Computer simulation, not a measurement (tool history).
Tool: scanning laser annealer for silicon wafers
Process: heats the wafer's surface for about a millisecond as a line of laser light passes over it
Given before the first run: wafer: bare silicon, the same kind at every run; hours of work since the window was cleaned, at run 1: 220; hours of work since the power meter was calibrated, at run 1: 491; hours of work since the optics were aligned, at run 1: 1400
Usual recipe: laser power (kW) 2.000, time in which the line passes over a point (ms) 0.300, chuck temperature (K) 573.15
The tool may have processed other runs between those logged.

run   hour  laser power (kW)  time in which the line passes over a point (ms)  chuck temperature (K)  hours of work since the window was cleaned  hours of work since the power meter was calibrated  hours of work since the optics were aligned  highest temperature of the surface (K)
  1    0.0             2.000                                            0.300                 573.15                                         220                                                 491                                         1400                                 1327.15
  2   30.0             2.000                                            0.300                 573.15                                         240                                                 512                                         1420                                 1327.15
  3   72.4             2.000                                            0.300                 573.15                                         270                                                 542                                         1450                                 1324.15
  4  107.5             2.000                                            0.300                 573.15                                         294                                                 566                                         1474                                 1321.15
  5  165.1             2.000                                            0.300                 573.15                                         335                                                 606                                         1515                                 1320.15
  6  216.3             1.886                                            0.300                 573.15                                         370                                                 642                                         1550                                 1276.15
  7  249.0             1.951                                            0.300                 573.15                                         393                                                 665                                         1573                                 1299.15
  8  300.8             2.185                                            0.337                 573.15                                         429                                                 701                                         1609                                 1447.15
  9  347.6             2.185                                            0.363                 551.15                                         462                                                 733                                         1642                                 1462.15
 10  400.1             2.057                                            0.312                 583.15                                         498                                                 770                                         1678                                 1363.15
 11  439.1             2.057                                            0.312                 583.15                                         525                                                 797                                         1705                                 1364.15
 12  497.1             2.052                                            0.265                 583.15                                         566                                                 838                                         1746                                 1288.15
 13  556.3             2.052                                            0.265                 583.15                                         607                                                 879                                         1787                                 1287.15
     568.7  -- window over the wafer cleaned
 14  595.6             2.052                                            0.265                 583.15                                          19                                                 905                                         1813                                 1308.15

Predict each of these 4 candidate next runs independently; none follows another, all start after run 14:
  A  630.6             1.967                                            0.248                 569.15                                          43                                                 929                                         1837                                       ?
  B  630.6             2.052                                            0.265                 582.15                                          43                                                 929                                         1837                                       ?
  C  630.6             1.757                                            0.307                 585.15                                          43                                                 929                                         1837                                       ?
  D  630.6             1.717                                            0.338                 567.15                                          43                                                 929                                         1837                                       ?

run  highest temperature of the surface (K)
  A                                 1236.15
  B                                 1308.15
  C                                 1259.15
  D                                 1264.15
Stripped of hidden state, with their random variation kept, the same runs would have yielded:
run  highest temperature of the surface (K)
  A                                 1241.15
  B                                 1314.15
  C                                 1265.15
  D                                 1270.15
